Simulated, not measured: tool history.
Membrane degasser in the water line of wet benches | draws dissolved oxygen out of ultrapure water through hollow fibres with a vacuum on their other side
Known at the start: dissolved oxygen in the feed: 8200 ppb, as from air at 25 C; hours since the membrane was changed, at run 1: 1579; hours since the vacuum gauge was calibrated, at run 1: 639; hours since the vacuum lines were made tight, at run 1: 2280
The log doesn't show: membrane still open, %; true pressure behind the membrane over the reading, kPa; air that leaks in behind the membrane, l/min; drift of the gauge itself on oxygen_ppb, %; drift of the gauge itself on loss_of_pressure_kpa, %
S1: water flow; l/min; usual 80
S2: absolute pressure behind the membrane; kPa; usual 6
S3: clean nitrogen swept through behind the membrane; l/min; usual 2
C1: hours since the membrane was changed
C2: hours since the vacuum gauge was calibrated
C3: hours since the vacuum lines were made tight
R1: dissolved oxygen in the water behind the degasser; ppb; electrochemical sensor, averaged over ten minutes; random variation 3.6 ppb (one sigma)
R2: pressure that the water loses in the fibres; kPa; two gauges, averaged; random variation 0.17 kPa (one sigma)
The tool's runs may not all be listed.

{"run": 1, "day": 0.0, "S1": 80, "S2": 6, "S3": 2, "C1": 1579, "C2": 639, "C3": 2280, "R1": 359.4, "R2": 26.9}
{"run": 2, "day": 0.908, "S1": 80, "S2": 6, "S3": 3.18, "C1": 1601, "C2": 661, "C3": 2301, "R1": 292.7, "R2": 26.86}
{"run": 3, "day": 1.829, "S1": 80, "S2": 6, "S3": 3.18, "C1": 1623, "C2": 683, "C3": 2323, "R1": 292.5, "R2": 27}
{"run": 4, "day": 2.979, "S1": 80, "S2": 6, "S3": 2, "C1": 1650, "C2": 710, "C3": 2351, "R1": 364.3, "R2": 27.19}
{"run": 5, "day": 4.729, "S1": 80, "S2": 6, "S3": 2, "C1": 1692, "C2": 752, "C3": 2393, "R1": 355.3, "R2": 27.04}
{"run": 6, "day": 6.9, "S1": 80, "S2": 6, "S3": 2, "C1": 1744, "C2": 805, "C3": 2445, "R1": 362.2, "R2": 26.75}
{"run": 7, "day": 8.5, "S1": 68, "S2": 6, "S3": 2, "C1": 1783, "C2": 843, "C3": 2484, "R1": 271.2, "R2": 23.14}
{"run": 8, "day": 9.838, "S1": 68, "S2": 6, "S3": 2, "C1": 1815, "C2": 875, "C3": 2516, "R1": 268.5, "R2": 23.14}
{"run": 9, "day": 11.304, "S1": 80, "S2": 6, "S3": 0.87, "C1": 1850, "C2": 910, "C3": 2551, "R1": 525, "R2": 26.75}
{"run": 10, "day": 12.829, "S1": 80, "S2": 6, "S3": 1.16, "C1": 1887, "C2": 947, "C3": 2587, "R1": 462, "R2": 26.91}
{"run": 11, "day": 14.554, "S1": 80, "S2": 6, "S3": 1.16, "C1": 1928, "C2": 988, "C3": 2629, "R1": 469.4, "R2": 27.06}
{"run": 12, "day": 15.833, "S1": 80, "S2": 6, "S3": 1.16, "C1": 1959, "C2": 1019, "C3": 2660, "R1": 471, "R2": 26.91}
{"run": 13, "day": 17.767, "S1": 80, "S2": 6, "S3": 2, "C1": 2005, "C2": 1065, "C3": 2706, "R1": 360.2, "R2": 27.22}
{"run": 14, "day": 19.388, "S1": 80, "S2": 6, "S3": 2, "C1": 2044, "C2": 1104, "C3": 2745, "R1": 368.9, "R2": 27.24}
{"run": 15, "day": 21.15, "S1": 80, "S2": 6, "S3": 2, "C1": 2086, "C2": 1146, "C3": 2787, "R1": 362.8, "R2": 27.07}
{"run": 16, "day": 22.075, "S1": 80, "S2": 5.06, "S3": 2, "C1": 2109, "C2": 1169, "C3": 2809, "R1": 288, "R2": 27.17}
{"run": 17, "day": 23.796, "S1": 50, "S2": 9.73, "S3": 2, "C1": 2150, "C2": 1210, "C3": 2851, "R1": 366.4, "R2": 16.82}
{"run": 18, "day": 25.888, "S1": 50, "S2": 9.73, "S3": 2, "C1": 2200, "C2": 1260, "C3": 2901, "R1": 355.8, "R2": 16.84}
{"run": 19, "day": 27.792, "S1": 50, "S2": 5.73, "S3": 3.39, "C1": 2246, "C2": 1306, "C3": 2947, "R1": 101.1, "R2": 16.82}
{"run": 20, "day": 29.208, "S1": 50, "S2": 5.73, "S3": 3.39, "C1": 2280, "C2": 1340, "C3": 2981, "R1": 102.7, "R2": 16.73}
{"run": 21, "day": 30.75, "S1": 106, "S2": 6, "S3": 2, "C1": 2317, "C2": 1377, "C3": 3018, "R1": 614.6, "R2": 35.69}
{"run": 22, "day": 32.579, "S1": 127, "S2": 4.21, "S3": 1.17, "C1": 2361, "C2": 1421, "C3": 3061, "R1": 710.4, "R2": 43.16}
{"run": 23, "day": 33.562, "S1": 127, "S2": 4.21, "S3": 1.17, "C1": 2384, "C2": 1444, "C3": 3085, "R1": 721, "R2": 42.99}
{"run": 24, "day": 34.938, "S1": 87, "S2": 12.2, "S3": 1.17, "C1": 2417, "C2": 1477, "C3": 3118, "R1": 1178.1, "R2": 29.2}
{"run": 25, "day": 37.046, "S1": 80, "S2": 6, "S3": 1.04, "C1": 2468, "C2": 1528, "C3": 3169, "R1": 487.3, "R2": 26.75}
{"run": 26, "day": 38.696, "S1": 59, "S2": 6, "S3": 2, "C1": 2507, "C2": 1568, "C3": 3208, "R1": 212.3, "R2": 19.99}
{"run": 27, "day": 40.508, "S1": 117, "S2": 14.07, "S3": 2, "C1": 2551, "C2": 1611, "C3": 3252, "R1": 1443.8, "R2": 39.83}
{"run": 28, "day": 42.083, "S1": 107, "S2": 4.97, "S3": 1.4, "C1": 2589, "C2": 1649, "C3": 3290, "R1": 577.3, "R2": 36.1}
{"run": 29, "day": 43.517, "S1": 80, "S2": 6, "S3": 3, "C1": 2623, "C2": 1683, "C3": 3324, "R1": 299.6, "R2": 26.9}
{"run": 30, "day": 44.546, "S1": 97, "S2": 5.31, "S3": 2.13, "C1": 2648, "C2": 1708, "C3": 3349, "R1": 451.5, "R2": 33.03}
{"run": 31, "day": 46.129, "S1": 80, "S2": 6, "S3": 1.29, "C1": 2686, "C2": 1746, "C3": 3387, "R1": 442.5, "R2": 27.12}
{"run": 32, "day": 47.238, "S1": 80, "S2": 6, "S3": 1.29, "C1": 2712, "C2": 1773, "C3": 3413, "R1": 433, "R2": 27.16}

Forecast each of these 4 alternatives for the next run:
{"run": "A", "day": 48.446, "S1": 80, "S2": 10.01, "S3": 2.4, "C1": 2741, "C2": 1802, "C3": 3442, "R1": "?", "R2": "?"}
{"run": "B", "day": 48.446, "S1": 56, "S2": 6, "S3": 2, "C1": 2741, "C2": 1802, "C3": 3442, "R1": "?", "R2": "?"}
{"run": "C", "day": 48.446, "S1": 72, "S2": 3.83, "S3": 1.29, "C1": 2741, "C2": 1802, "C3": 3442, "R1": "?", "R2": "?"}
{"run": "D", "day": 48.446, "S1": 80, "S2": 6.92, "S3": 1.29, "C1": 2741, "C2": 1802, "C3": 3442, "R1": "?", "R2": "?"}

run=A R1=580.9 R2=27.03
run=B R1=196.3 R2=19.05
run=C R1=161.9 R2=24.68
run=D R1=528.3 R2=27.02
Without the tool's hidden state the same runs would have given:
run=A R1=580.7 R2=27.02
run=B R1=196.2 R2=19.04
run=C R1=161.8 R2=24.67
run=D R1=528.1 R2=27.01
